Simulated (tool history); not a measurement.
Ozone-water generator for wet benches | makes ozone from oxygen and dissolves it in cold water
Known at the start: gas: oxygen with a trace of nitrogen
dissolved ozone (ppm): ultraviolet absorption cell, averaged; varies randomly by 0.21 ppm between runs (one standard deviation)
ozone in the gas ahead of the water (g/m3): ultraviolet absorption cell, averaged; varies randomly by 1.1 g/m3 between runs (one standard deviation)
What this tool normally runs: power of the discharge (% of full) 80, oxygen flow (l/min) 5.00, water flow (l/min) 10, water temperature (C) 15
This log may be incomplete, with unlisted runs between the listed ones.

run   hour  power of the discharge (% of full)  oxygen flow (l/min)  water flow (l/min)  water temperature (C)  dissolved ozone (ppm)  ozone in the gas ahead of the water (g/m3)
  1    0.0                                  80                 5.00                  10                     15                   31.0                                       188.8
  2   62.2                                  80                 5.00                  10                     15                   31.0                                       188.8
  3  100.1                                  80                 5.00                  10                     15                   30.8                                       189.2
  4  131.9                                  80                 5.00                  10                     15                   30.9                                       188.5
     139.6  -- contactor cleaned
  5  167.8                                  80                 5.00                  10                     18                   28.7                                       188.4
  6  220.6                                  80                 5.00                  10                     18                   29.1                                       188.3
  7  256.5                                  80                 4.45                  10                     15                   31.1                                       202.5
  8  309.6                                  80                 4.45                  10                     15                   31.0                                       202.7
  9  376.4                                  80                 4.45                  10                     15                   31.0                                       201.1
 10  419.9                                  80                 8.11                  10                     10                   30.9                                       143.5
 11  488.4                                  80                 8.11                  10                     10                   30.4                                       144.4
 12  552.5                                  80                 5.24                   6                     15                   40.2                                       182.2
 13  586.7                                  80                 3.18                   6                     15                   44.9                                       246.4
 14  620.1                                  85                 7.85                   7                      8                   40.8                                       152.6
 15  680.9                                  80                 5.87                   6                     15                   38.3                                       173.7
 16  749.2                                  80                 5.87                   6                     15                   38.8                                       173.3
 17  817.6                                  80                 2.99                  10                     21                   29.1                                       251.7

Forecast each of these 4 alternatives for the next run:
  A  876.6                                  80                 2.99                  10                     17                      ?                                           ?
  B  876.6                                  61                 2.99                   7                     23                      ?                                           ?
  C  876.6                                  80                 4.93                  10                     21                      ?                                           ?
  D  876.6                                  80                 5.00                  10                     15                      ?                                           ?

run  dissolved ozone (ppm)  ozone in the gas ahead of the water (g/m3)
  A                   30.7                                       252.3
  B                   29.2                                       209.0
  C                   27.2                                       190.9
  D                   30.4                                       188.3
Stripped of hidden state, with their random variation kept, the same runs would have yielded:
run  dissolved ozone (ppm)  ozone in the gas ahead of the water (g/m3)
  A                   30.7                                       252.5
  B                   29.2                                       209.2
  C                   27.2                                       191.1
  D                   30.4                                       188.4
